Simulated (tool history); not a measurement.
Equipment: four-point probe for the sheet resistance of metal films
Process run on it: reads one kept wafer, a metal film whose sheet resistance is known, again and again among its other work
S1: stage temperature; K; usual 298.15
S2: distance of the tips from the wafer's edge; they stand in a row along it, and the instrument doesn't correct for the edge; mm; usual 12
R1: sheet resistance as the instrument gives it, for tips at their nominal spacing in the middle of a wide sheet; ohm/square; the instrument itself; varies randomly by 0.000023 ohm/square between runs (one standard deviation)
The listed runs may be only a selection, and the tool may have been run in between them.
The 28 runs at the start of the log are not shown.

{"run": 29, "hour": 1938.2, "S1": 298.15, "S2": 6, "R1": 0.115792}
{"run": 30, "hour": 1979.3, "S1": 306.15, "S2": 16, "R1": 0.115498}
{"run": 31, "hour": 2062.6, "S1": 293.15, "S2": 43, "R1": 0.115308}
{"run": 32, "hour": 2119.2, "S1": 293.15, "S2": 15, "R1": 0.115443}
{"run": 33, "hour": 2190.0, "S1": 293.15, "S2": 15, "R1": 0.115436}
{"run": 34, "hour": 2237.2, "S1": 294.15, "S2": 67, "R1": 0.115379}
{"run": 35, "hour": 2337.9, "S1": 298.15, "S2": 6, "R1": 0.115801}
{"run": 36, "hour": 2421.3, "S1": 298.15, "S2": 6, "R1": 0.11583}
{"run": 37, "hour": 2484.6, "S1": 298.15, "S2": 12, "R1": 0.115527}
{"run": 38, "hour": 2569.8, "S1": 298.15, "S2": 12, "R1": 0.115527}
{"run": 39, "hour": 2661.5, "S1": 304.15, "S2": 3, "R1": 0.11722}
{"run": 40, "hour": 2705.9, "S1": 294.15, "S2": 9, "R1": 0.115583}
{"run": 41, "hour": 2766.5, "S1": 296.15, "S2": 6, "R1": 0.115872}
{"hour": 2773.8, "done": "stage's thermometer calibrated"}
{"run": 42, "hour": 2830.2, "S1": 304.15, "S2": 8, "R1": 0.116038}
{"run": 43, "hour": 2871.5, "S1": 304.15, "S2": 8, "R1": 0.11608}
{"run": 44, "hour": 2913.0, "S1": 308.15, "S2": 72, "R1": 0.115882}

Here are 4 independent what-if runs from the current tool condition. What would each one return?
{"run": "A", "hour": 3001.9, "S1": 307.15, "S2": 34, "R1": "?"}
{"run": "B", "hour": 3001.9, "S1": 291.15, "S2": 27, "R1": "?"}
{"run": "C", "hour": 3001.9, "S1": 295.15, "S2": 10, "R1": "?"}
{"run": "D", "hour": 3001.9, "S1": 302.15, "S2": 21, "R1": "?"}

run=A R1=0.115900
run=B R1=0.115723
run=C R1=0.115923
run=D R1=0.115856
Without the tool's unlogged condition, the same runs would have read:
run=A R1=0.114034
run=B R1=0.113861
run=C R1=0.114058
run=D R1=0.113992
